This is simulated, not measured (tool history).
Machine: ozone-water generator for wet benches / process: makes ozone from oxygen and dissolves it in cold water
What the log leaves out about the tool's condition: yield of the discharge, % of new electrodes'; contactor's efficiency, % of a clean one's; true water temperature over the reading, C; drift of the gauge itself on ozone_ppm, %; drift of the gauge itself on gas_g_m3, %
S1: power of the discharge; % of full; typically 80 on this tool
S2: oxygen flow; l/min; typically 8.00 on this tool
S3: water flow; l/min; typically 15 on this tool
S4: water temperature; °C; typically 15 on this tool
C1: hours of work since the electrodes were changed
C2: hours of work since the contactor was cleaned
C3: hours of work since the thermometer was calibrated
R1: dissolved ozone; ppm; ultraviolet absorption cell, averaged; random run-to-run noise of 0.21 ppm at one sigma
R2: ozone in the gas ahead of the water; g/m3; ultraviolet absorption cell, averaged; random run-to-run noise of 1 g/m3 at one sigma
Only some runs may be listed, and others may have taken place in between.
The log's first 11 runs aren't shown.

run 12 day=22.296 | S1=80 S2=8.00 S3=15 S4=15 | C1=1998 C2=603 C3=4534 | R1=29.3 R2=175.8
run 13 day=23.804 | S1=80 S2=8.00 S3=15 S4=15 | C1=2034 C2=639 C3=4570 | R1=29.1 R2=177.5
run 14 day=25.858 | S1=80 S2=8.00 S3=15 S4=15 | C1=2083 C2=688 C3=4619 | R1=29.2 R2=173.9
run 15 day=27.342 | S1=80 S2=8.00 S3=15 S4=15 | C1=2118 C2=724 C3=4655 | R1=29.2 R2=174.9
run 16 day=29.021 | S1=80 S2=8.00 S3=15 S4=14 | C1=2159 C2=764 C3=4695 | R1=29.8 R2=175.1
run 17 day=30.983 | S1=80 S2=8.00 S3=15 S4=14 | C1=2205 C2=811 C3=4742 | R1=29.8 R2=174.0
run 18 day=32.450 | S1=80 S2=8.00 S3=15 S4=14 | C1=2240 C2=846 C3=4777 | R1=30.0 R2=176.9
run 19 day=34.333 | S1=84 S2=11.46 S3=15 S4=14 | C1=2285 C2=891 C3=4822 | R1=31.8 R2=163.7
run 20 day=36.492 | S1=84 S2=11.46 S3=15 S4=16 | C1=2337 C2=942 C3=4873 | R1=30.1 R2=162.8
run 21 day=39.175 | S1=84 S2=11.46 S3=10 S4=16 | C1=2401 C2=1007 C3=4937 | R1=35.6 R2=161.7
run 22 day=41.792 | S1=92 S2=9.94 S3=10 S4=16 | C1=2464 C2=1069 C3=5000 | R1=39.2 R2=185.5
run 23 day=44.175 | S1=44 S2=8.00 S3=10 S4=15 | C1=2521 C2=1126 C3=5057 | R1=21.5 R2=105.2
run 24 day=46.625 | S1=61 S2=8.00 S3=10 S4=9 | C1=2579 C2=1184 C3=5115 | R1=32.4 R2=137.5
run 25 day=48.588 | S1=73 S2=8.55 S3=10 S4=9 | C1=2626 C2=1231 C3=5162 | R1=37.3 R2=158.4
run 26 day=50.192 | S1=54 S2=7.68 S3=10 S4=10 | C1=2664 C2=1270 C3=5200 | R1=28.4 R2=126.2
run 27 day=51.779 | S1=54 S2=7.68 S3=10 S4=10 | C1=2702 C2=1308 C3=5238 | R1=28.4 R2=125.3
run 28 day=53.838 | S1=72 S2=6.41 S3=10 S4=11 | C1=2751 C2=1357 C3=5288 | R1=35.0 R2=171.1

What does the tool deliver on the next run?
run 29 day=55.067 | S1=80 S2=8.92 S3=11 S4=15 | C1=2781 C2=1386 C3=5317 | R1=? R2=?

{"run 29": {"R1": 34.0, "R2": 169.7}}
On a tool with no hidden condition, and with the same random variation, this run would have come out at R1 35.7 ppm, R2 176.6 g/m3.
